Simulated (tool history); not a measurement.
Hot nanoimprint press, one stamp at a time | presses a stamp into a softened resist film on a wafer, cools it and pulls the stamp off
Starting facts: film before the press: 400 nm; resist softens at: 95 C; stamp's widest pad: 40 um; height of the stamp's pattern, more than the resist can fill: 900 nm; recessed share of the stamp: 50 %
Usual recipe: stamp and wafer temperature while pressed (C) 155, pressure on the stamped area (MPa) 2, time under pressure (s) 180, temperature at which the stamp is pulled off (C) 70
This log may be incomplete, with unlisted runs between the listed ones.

| run | day | stamp and wafer temperature while pressed (C) | pressure on the stamped area (MPa) | time under pressure (s) | temperature at which the stamp is pulled off (C) | resist left under the stamp's widest pad (angstrom) | greatest force while the stamp is pulled off (N) |
|---|---|---|---|---|---|---|---|
| 1 | 0 | 155 | 2 | 180 | 70 | 2402 | 178 |
| 2 | 0.712 | 155 | 2 | 180 | 70 | 2398 | 186 |
| 3 | 1.379 | 155 | 2 | 185 | 70 | 2374 | 188 |
| 4 | 1.967 | 155 | 2 | 180 | 70 | 2407 | 185 |
| 5 | 2.383 | 155 | 2 | 180 | 70 | 2400 | 186 |
| 6 | 2.838 | 155 | 2 | 151 | 70 | 2526 | 186 |
| 7 | 3.475 | 165 | 2 | 151 | 70 | 1955 | 189 |
| 8 | 4.192 | 165 | 2 | 151 | 70 | 1947 | 192 |
| 9 | 4.596 | 155 | 2 | 180 | 70 | 2405 | 190 |
| 10 | 5.246 | 155 | 1.22 | 180 | 70 | 2864 | 197 |
| 11 | 5.679 | 155 | 1.22 | 180 | 70 | 2857 | 190 |
| 12 | 6.017 | 155 | 2 | 180 | 70 | 2419 | 191 |
| 13 | 6.342 | 155 | 2 | 180 | 70 | 2404 | 200 |
|  | 6.912 | plate thermocouple calibrated |
| 14 | 7.121 | 155 | 2 | 180 | 64 | 2454 | 241 |
| 15 | 7.471 | 155 | 2 | 180 | 64 | 2458 | 227 |
| 16 | 8.146 | 161 | 3.13 | 101 | 58 | 2098 | 279 |
| 17 | 8.592 | 161 | 3.13 | 101 | 58 | 2098 | 278 |
|  | 9.175 | plate thermocouple calibrated, once more |
| 18 | 9.175 | 155 | 1.28 | 180 | 70 | 2760 | 199 |
| 19 | 9.788 | 155 | 1.28 | 284 | 73 | 2432 | 187 |
| 20 | 10.288 | 161 | 1.56 | 295 | 57 | 1870 | 271 |
| 21 | 10.712 | 154 | 1.56 | 180 | 77 | 2646 | 164 |
| 22 | 11.3 | 155 | 1.31 | 128 | 61 | 2977 | 263 |
| 23 | 11.817 | 162 | 1.93 | 152 | 72 | 2092 | 186 |
| 24 | 12.471 | 155 | 2 | 180 | 76 | 2361 | 168 |
| 25 | 12.983 | 155 | 2 | 278 | 76 | 2031 | 162 |
| 26 | 13.65 | 162 | 2 | 278 | 76 | 1670 | 172 |
| 27 | 13.996 | 155 | 1.41 | 180 | 57 | 2670 | 291 |
| 28 | 14.55 | 164 | 2 | 180 | 56 | 1841 | 301 |
| 29 | 15.046 | 155 | 2 | 180 | 76 | 2359 | 176 |
| 30 | 15.646 | 155 | 2.06 | 180 | 70 | 2334 | 209 |

Consider 4 possible next runs. They are alternatives, not a sequence: every one starts from the tool as it was left by run 30. What does each give?
| A | 16.308 | 155 | 2.89 | 180 | 75 | ? | ? |
| B | 16.308 | 157 | 1.4 | 207 | 70 | ? | ? |
| C | 16.308 | 161 | 2 | 112 | 70 | ? | ? |
| D | 16.308 | 160 | 2.06 | 180 | 70 | ? | ? |

| run | resist left under the stamp's widest pad (angstrom) | greatest force while the stamp is pulled off (N) |
|---|---|---|
| A | 2024 | 188 |
| B | 2469 | 216 |
| C | 2339 | 221 |
| D | 2034 | 216 |
Take away the tool's hidden state, keep each run's random variation, and the runs would have read:
| run | resist left under the stamp's widest pad (angstrom) | greatest force while the stamp is pulled off (N) |
|---|---|---|
| A | 1994 | 138 |
| B | 2446 | 160 |
| C | 2313 | 163 |
| D | 2009 | 159 |
